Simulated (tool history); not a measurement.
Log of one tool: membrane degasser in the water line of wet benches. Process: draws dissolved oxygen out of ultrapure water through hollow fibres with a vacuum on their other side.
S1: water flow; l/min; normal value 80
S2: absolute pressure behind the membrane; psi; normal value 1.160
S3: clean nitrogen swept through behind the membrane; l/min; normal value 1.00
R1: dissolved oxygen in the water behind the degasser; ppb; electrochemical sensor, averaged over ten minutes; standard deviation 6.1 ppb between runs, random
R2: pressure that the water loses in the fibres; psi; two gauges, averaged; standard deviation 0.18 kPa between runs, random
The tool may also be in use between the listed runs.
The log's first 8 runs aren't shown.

run,hour,S1,S2,S3,R1,R2
9,2014.8,80,1.160,1.00,646.2,5.268
10,2264.4,76,1.160,1.00,619.0,4.988
# hour 2450.1: vacuum gauge calibrated
11,2598.2,80,1.160,1.00,614.3,5.247
12,2928.0,80,1.160,1.00,623.7,5.265
13,3221.1,80,1.160,1.00,616.0,5.288
14,3395.2,80,1.160,1.00,626.4,5.269
15,3540.1,80,1.160,1.00,621.3,5.262
16,3809.5,80,1.160,1.00,621.3,5.259
17,3979.9,79,1.197,0.94,657.9,5.234
18,4227.5,54,1.252,2.97,221.1,3.574
19,4400.2,66,1.537,2.97,360.0,4.354
20,4592.9,66,1.537,2.97,362.4,4.363
21,4927.3,111,1.537,0.40,1767.3,7.346
22,5267.8,111,1.537,0.40,1727.4,7.366
23,5464.6,80,1.577,1.00,937.2,5.329
24,5605.0,110,1.160,1.07,752.0,7.311
25,5921.7,110,1.160,1.07,744.1,7.324
26,6079.6,122,0.917,0.45,817.6,8.074
27,6313.4,103,2.512,2.38,1098.4,6.898
28,6470.9,90,1.281,0.54,1130.5,5.984
29,6678.8,99,0.724,0.54,437.1,6.622
30,6895.1,94,0.724,0.54,424.7,6.293
31,7081.9,104,0.996,1.87,402.4,6.936
32,7341.8,104,0.996,1.87,408.9,6.984

Predict each of these 4 candidate next runs independently; none follows another, all start after run 32:
A,7488.6,104,0.996,1.19,?,?
B,7488.6,120,0.996,1.87,?,?
C,7488.6,94,1.780,1.72,?,?
D,7488.6,96,1.160,1.00,?,?

run,R1,R2
A,548.3,7.023
B,455.4,8.038
C,886.7,6.325
D,719.6,6.479
With the hidden condition removed and each run's random variation left untouched, the same runs would have given:
run,R1,R2
A,507.0,6.757
B,419.1,7.733
C,858.6,6.086
D,679.5,6.234
